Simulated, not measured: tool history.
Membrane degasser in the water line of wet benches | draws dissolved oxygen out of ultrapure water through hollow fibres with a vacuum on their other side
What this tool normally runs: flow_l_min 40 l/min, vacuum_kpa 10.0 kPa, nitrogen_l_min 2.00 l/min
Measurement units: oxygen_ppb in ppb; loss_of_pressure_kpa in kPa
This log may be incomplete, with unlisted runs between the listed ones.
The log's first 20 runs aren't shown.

run    hour  flow_l_min  vacuum_kpa  nitrogen_l_min  oxygen_ppb  loss_of_pressure_kpa
 21  3439.1          57        19.3            2.00       990.6                 94.26
 22  3615.2          57        19.3            2.00       998.3                 93.93
 23  3810.6          57        19.3            2.00       998.3                 93.64
 24  3933.0          40        14.8            2.00       515.6                 65.82
 25  4157.5          24        14.8            5.01       136.2                 39.46
 26  4397.6          34        11.4            1.43       417.0                 56.08
     4548.7  -- vacuum gauge calibrated
 27  4579.2          34        11.4            1.43       420.5                 56.31
 28  4710.3          34        14.3            1.37       569.5                 55.81
 29  4855.0          38        24.9            1.81       916.1                 62.78
 30  5020.4          36        24.9            2.38       713.2                 59.44
 31  5188.2          42        11.0            3.78       233.8                 69.60
 32  5299.7          42        11.0            3.78       235.9                 68.91

What if the next run were any one of these 3? Each begins from the tool's condition after run 32:
  A  5500.8          39         8.5            4.83           ?                     ?
  B  5500.8          53         8.6            3.78           ?                     ?
  C  5500.8          25         7.7            2.37           ?                     ?

run  oxygen_ppb  loss_of_pressure_kpa
  A       129.7                 64.13
  B       266.8                 86.96
  C       112.9                 41.40
Had the tool no hidden state, the same runs would have come out as:
run  oxygen_ppb  loss_of_pressure_kpa
  A       129.4                 63.99
  B       265.9                 86.78
  C       112.8                 41.31
